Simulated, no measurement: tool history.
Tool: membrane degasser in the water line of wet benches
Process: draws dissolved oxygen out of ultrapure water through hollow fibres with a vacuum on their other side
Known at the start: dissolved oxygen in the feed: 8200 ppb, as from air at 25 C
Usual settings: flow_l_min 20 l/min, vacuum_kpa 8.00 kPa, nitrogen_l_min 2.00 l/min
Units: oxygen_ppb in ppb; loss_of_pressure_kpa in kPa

| run | day | flow_l_min | vacuum_kpa | nitrogen_l_min | oxygen_ppb | loss_of_pressure_kpa |
|---|---|---|---|---|---|---|
| 1 | 0.000 | 20 | 8.00 | 2.00 | 364.0 | 41.58 |
| 2 | 2.996 | 20 | 8.00 | 2.00 | 357.3 | 41.53 |
| 3 | 6.062 | 20 | 18.96 | 2.00 | 592.9 | 41.76 |
| 4 | 9.604 | 20 | 18.96 | 2.00 | 591.1 | 41.84 |
| 5 | 14.346 | 20 | 18.96 | 2.00 | 584.2 | 41.79 |
| 6 | 19.208 | 20 | 18.96 | 2.00 | 582.4 | 41.43 |
| 7 | 24.100 | 20 | 18.96 | 1.36 | 730.9 | 42.00 |
| 8 | 26.796 | 20 | 8.00 | 1.01 | 447.7 | 41.77 |
| 9 | 29.900 | 19 | 8.03 | 2.53 | 316.7 | 39.92 |
| 10 | 33.204 | 19 | 8.03 | 2.53 | 321.0 | 39.75 |
| 11 | 36.025 | 19 | 8.03 | 2.53 | 317.3 | 40.03 |
| 12 | 38.958 | 19 | 8.03 | 2.53 | 317.7 | 39.63 |
| 13 | 41.579 | 19 | 8.03 | 2.53 | 321.4 | 39.84 |

Not shown: 1 entry that the log had between the listed runs. Between which runs, and how does the tool's hidden state differ before and after?
Between runs 8 and 9: vacuum gauge calibrated (day 29.012)
  true pressure behind the membrane over the reading, kPa: 0.01 -> 0

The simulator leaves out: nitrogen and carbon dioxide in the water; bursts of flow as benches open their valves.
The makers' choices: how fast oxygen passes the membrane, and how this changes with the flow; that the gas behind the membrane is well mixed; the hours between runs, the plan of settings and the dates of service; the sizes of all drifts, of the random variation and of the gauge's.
